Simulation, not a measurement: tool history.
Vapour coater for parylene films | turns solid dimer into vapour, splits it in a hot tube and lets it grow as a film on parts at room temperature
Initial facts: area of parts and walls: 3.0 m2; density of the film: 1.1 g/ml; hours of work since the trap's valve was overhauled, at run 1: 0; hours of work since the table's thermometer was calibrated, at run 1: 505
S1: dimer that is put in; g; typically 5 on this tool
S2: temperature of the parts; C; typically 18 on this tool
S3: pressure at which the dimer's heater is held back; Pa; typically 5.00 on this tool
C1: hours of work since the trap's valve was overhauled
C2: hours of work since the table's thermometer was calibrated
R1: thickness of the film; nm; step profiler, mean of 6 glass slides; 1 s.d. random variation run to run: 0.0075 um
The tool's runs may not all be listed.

{"run": 1, "hour": 0.0, "S1": 5, "S2": 18, "S3": 5.0, "C1": 0, "C2": 505, "R1": 875}
{"run": 2, "hour": 13.5, "S1": 5, "S2": 18, "S3": 5.0, "C1": 12, "C2": 516, "R1": 866}
{"run": 3, "hour": 22.2, "S1": 5, "S2": 18, "S3": 5.0, "C1": 19, "C2": 524, "R1": 873}
{"run": 4, "hour": 36.5, "S1": 5, "S2": 18, "S3": 5.0, "C1": 32, "C2": 537, "R1": 874}
{"run": 5, "hour": 44.3, "S1": 5, "S2": 13, "S3": 5.0, "C1": 39, "C2": 543, "R1": 1035}
{"run": 6, "hour": 61.3, "S1": 5, "S2": 13, "S3": 5.0, "C1": 54, "C2": 558, "R1": 1031}
{"run": 7, "hour": 72.6, "S1": 5, "S2": 13, "S3": 5.0, "C1": 64, "C2": 568, "R1": 1023}
{"run": 8, "hour": 88.1, "S1": 5, "S2": 13, "S3": 5.0, "C1": 77, "C2": 582, "R1": 1004}
{"run": 9, "hour": 98.4, "S1": 5, "S2": 12, "S3": 2.7, "C1": 86, "C2": 591, "R1": 1118}
{"hour": 100.6, "done": "table's thermometer calibrated"}
{"run": 10, "hour": 110.4, "S1": 5, "S2": 12, "S3": 2.7, "C1": 96, "C2": 9, "R1": 1087}
{"run": 11, "hour": 119.8, "S1": 5, "S2": 12, "S3": 6.88, "C1": 104, "C2": 17, "R1": 1010}
{"run": 12, "hour": 128.5, "S1": 5, "S2": 12, "S3": 6.88, "C1": 112, "C2": 24, "R1": 1012}
{"hour": 138.2, "done": "table's thermometer calibrated, once more"}
{"run": 13, "hour": 138.9, "S1": 7, "S2": 14, "S3": 6.88, "C1": 120, "C2": 1, "R1": 1380}
{"run": 14, "hour": 152.0, "S1": 7, "S2": 14, "S3": 6.88, "C1": 132, "C2": 12, "R1": 1356}
{"run": 15, "hour": 168.3, "S1": 4, "S2": 18, "S3": 5.0, "C1": 146, "C2": 26, "R1": 709}
{"run": 16, "hour": 183.9, "S1": 3, "S2": 18, "S3": 5.0, "C1": 160, "C2": 40, "R1": 525}

Below are 3 alternative next runs, each starting from the tool's condition after run 16. Predict each:
{"run": "A", "hour": 197.9, "S1": 3, "S2": 14, "S3": 6.98, "C1": 172, "C2": 52, "R1": "?"}
{"run": "B", "hour": 197.9, "S1": 3, "S2": 16, "S3": 5.0, "C1": 172, "C2": 52, "R1": "?"}
{"run": "C", "hour": 197.9, "S1": 2, "S2": 23, "S3": 6.35, "C1": 172, "C2": 52, "R1": "?"}

run=A R1=578
run=B R1=557
run=C R1=294
Without the tool's unlogged condition, the same runs would have read:
run=A R1=596
run=B R1=574
run=C R1=303

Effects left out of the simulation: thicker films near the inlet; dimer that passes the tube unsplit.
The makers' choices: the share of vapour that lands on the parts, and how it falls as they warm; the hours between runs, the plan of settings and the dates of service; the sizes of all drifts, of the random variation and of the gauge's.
